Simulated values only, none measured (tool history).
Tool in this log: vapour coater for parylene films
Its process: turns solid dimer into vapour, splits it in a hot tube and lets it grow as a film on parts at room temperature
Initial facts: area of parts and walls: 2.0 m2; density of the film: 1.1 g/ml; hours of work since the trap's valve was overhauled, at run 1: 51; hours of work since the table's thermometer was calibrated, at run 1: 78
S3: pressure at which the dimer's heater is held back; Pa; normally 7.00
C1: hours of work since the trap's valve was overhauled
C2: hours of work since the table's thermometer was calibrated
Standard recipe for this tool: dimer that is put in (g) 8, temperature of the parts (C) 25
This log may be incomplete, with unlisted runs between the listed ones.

{"run": 1, "hour": 0.0, "dimer that is put in (g)": 8, "temperature of the parts (C)": 25, "S3": 7.0, "C1": 51, "C2": 78, "thickness of the film (nm)": 1700}
{"run": 2, "hour": 17.0, "dimer that is put in (g)": 8, "temperature of the parts (C)": 25, "S3": 7.0, "C1": 63, "C2": 90, "thickness of the film (nm)": 1680}
{"run": 3, "hour": 38.1, "dimer that is put in (g)": 8, "temperature of the parts (C)": 25, "S3": 7.0, "C1": 78, "C2": 104, "thickness of the film (nm)": 1610}
{"run": 4, "hour": 54.7, "dimer that is put in (g)": 8, "temperature of the parts (C)": 25, "S3": 7.0, "C1": 89, "C2": 116, "thickness of the film (nm)": 1640}
{"run": 5, "hour": 74.1, "dimer that is put in (g)": 13, "temperature of the parts (C)": 25, "S3": 7.0, "C1": 103, "C2": 130, "thickness of the film (nm)": 2630}
{"run": 6, "hour": 95.9, "dimer that is put in (g)": 8, "temperature of the parts (C)": 20, "S3": 7.0, "C1": 118, "C2": 145, "thickness of the film (nm)": 1760}
{"run": 7, "hour": 110.4, "dimer that is put in (g)": 8, "temperature of the parts (C)": 20, "S3": 7.0, "C1": 129, "C2": 155, "thickness of the film (nm)": 1690}
{"run": 8, "hour": 127.1, "dimer that is put in (g)": 8, "temperature of the parts (C)": 20, "S3": 7.0, "C1": 140, "C2": 167, "thickness of the film (nm)": 1690}
{"run": 9, "hour": 137.1, "dimer that is put in (g)": 8, "temperature of the parts (C)": 20, "S3": 7.0, "C1": 147, "C2": 174, "thickness of the film (nm)": 1700}
{"run": 10, "hour": 154.5, "dimer that is put in (g)": 8, "temperature of the parts (C)": 28, "S3": 7.0, "C1": 160, "C2": 186, "thickness of the film (nm)": 1460}
{"run": 11, "hour": 167.4, "dimer that is put in (g)": 8, "temperature of the parts (C)": 28, "S3": 7.0, "C1": 169, "C2": 195, "thickness of the film (nm)": 1460}
{"run": 12, "hour": 187.4, "dimer that is put in (g)": 8, "temperature of the parts (C)": 28, "S3": 7.0, "C1": 183, "C2": 209, "thickness of the film (nm)": 1480}
{"run": 13, "hour": 206.7, "dimer that is put in (g)": 8, "temperature of the parts (C)": 28, "S3": 7.0, "C1": 196, "C2": 223, "thickness of the film (nm)": 1470}
{"hour": 223.5, "done": "trap's valve overhauled"}
{"run": 14, "hour": 226.7, "dimer that is put in (g)": 8, "temperature of the parts (C)": 28, "S3": 7.0, "C1": 2, "C2": 234, "thickness of the film (nm)": 1330}
{"run": 15, "hour": 241.8, "dimer that is put in (g)": 8, "temperature of the parts (C)": 25, "S3": 7.0, "C1": 13, "C2": 245, "thickness of the film (nm)": 1420}
{"run": 16, "hour": 263.2, "dimer that is put in (g)": 8, "temperature of the parts (C)": 25, "S3": 7.0, "C1": 28, "C2": 260, "thickness of the film (nm)": 1340}
{"run": 17, "hour": 278.4, "dimer that is put in (g)": 10, "temperature of the parts (C)": 25, "S3": 7.0, "C1": 39, "C2": 270, "thickness of the film (nm)": 1780}
{"hour": 284.9, "done": "trap's valve overhauled, once more"}
{"run": 18, "hour": 295.2, "dimer that is put in (g)": 8, "temperature of the parts (C)": 25, "S3": 7.0, "C1": 7, "C2": 279, "thickness of the film (nm)": 1710}
{"run": 19, "hour": 314.8, "dimer that is put in (g)": 8, "temperature of the parts (C)": 27, "S3": 4.73, "C1": 21, "C2": 293, "thickness of the film (nm)": 1690}
{"run": 20, "hour": 336.5, "dimer that is put in (g)": 8, "temperature of the parts (C)": 35, "S3": 5.12, "C1": 36, "C2": 308, "thickness of the film (nm)": 1510}
{"run": 21, "hour": 353.2, "dimer that is put in (g)": 8, "temperature of the parts (C)": 35, "S3": 5.12, "C1": 48, "C2": 320, "thickness of the film (nm)": 1450}
{"run": 22, "hour": 366.0, "dimer that is put in (g)": 8, "temperature of the parts (C)": 23, "S3": 6.37, "C1": 57, "C2": 329, "thickness of the film (nm)": 1750}
{"run": 23, "hour": 376.2, "dimer that is put in (g)": 8, "temperature of the parts (C)": 30, "S3": 8.37, "C1": 64, "C2": 336, "thickness of the film (nm)": 1530}
{"run": 24, "hour": 388.2, "dimer that is put in (g)": 9, "temperature of the parts (C)": 20, "S3": 5.97, "C1": 73, "C2": 345, "thickness of the film (nm)": 2060}
{"run": 25, "hour": 407.4, "dimer that is put in (g)": 9, "temperature of the parts (C)": 20, "S3": 5.97, "C1": 86, "C2": 358, "thickness of the film (nm)": 2060}
{"run": 26, "hour": 419.9, "dimer that is put in (g)": 12, "temperature of the parts (C)": 19, "S3": 5.97, "C1": 95, "C2": 367, "thickness of the film (nm)": 2770}
{"run": 27, "hour": 432.0, "dimer that is put in (g)": 12, "temperature of the parts (C)": 19, "S3": 5.97, "C1": 103, "C2": 376, "thickness of the film (nm)": 2690}
{"run": 28, "hour": 446.9, "dimer that is put in (g)": 9, "temperature of the parts (C)": 25, "S3": 5.8, "C1": 114, "C2": 386, "thickness of the film (nm)": 1840}
{"run": 29, "hour": 456.4, "dimer that is put in (g)": 8, "temperature of the parts (C)": 25, "S3": 2.1, "C1": 121, "C2": 393, "thickness of the film (nm)": 1690}
{"run": 30, "hour": 468.9, "dimer that is put in (g)": 10, "temperature of the parts (C)": 18, "S3": 4.24, "C1": 129, "C2": 402, "thickness of the film (nm)": 2300}
{"run": 31, "hour": 482.6, "dimer that is put in (g)": 8, "temperature of the parts (C)": 26, "S3": 4.17, "C1": 139, "C2": 411, "thickness of the film (nm)": 1580}
{"run": 32, "hour": 501.0, "dimer that is put in (g)": 8, "temperature of the parts (C)": 26, "S3": 4.17, "C1": 152, "C2": 424, "thickness of the film (nm)": 1590}
{"run": 33, "hour": 518.9, "dimer that is put in (g)": 13, "temperature of the parts (C)": 27, "S3": 4.0, "C1": 164, "C2": 437, "thickness of the film (nm)": 2510}
{"run": 34, "hour": 534.9, "dimer that is put in (g)": 13, "temperature of the parts (C)": 32, "S3": 4.0, "C1": 176, "C2": 448, "thickness of the film (nm)": 2300}
{"run": 35, "hour": 547.4, "dimer that is put in (g)": 13, "temperature of the parts (C)": 32, "S3": 4.0, "C1": 184, "C2": 457, "thickness of the film (nm)": 2320}

Predict each of these 3 candidate next runs independently; none follows another, all start after run 35:
{"run": "A", "hour": 566.9, "dimer that is put in (g)": 3, "temperature of the parts (C)": 37, "S3": 8.71, "C1": 198, "C2": 470, "thickness of the film (nm)": "?"}
{"run": "B", "hour": 566.9, "dimer that is put in (g)": 13, "temperature of the parts (C)": 34, "S3": 2.67, "C1": 198, "C2": 470, "thickness of the film (nm)": "?"}
{"run": "C", "hour": 566.9, "dimer that is put in (g)": 5, "temperature of the parts (C)": 29, "S3": 2.7, "C1": 198, "C2": 470, "thickness of the film (nm)": "?"}

run=A thickness_of_the_film_(nm)=490
run=B thickness_of_the_film_(nm)=2240
run=C thickness_of_the_film_(nm)=950
With no hidden state in the tool, these same runs would have given:
run=A thickness_of_the_film_(nm)=560
run=B thickness_of_the_film_(nm)=2560
run=C thickness_of_the_film_(nm)=1090
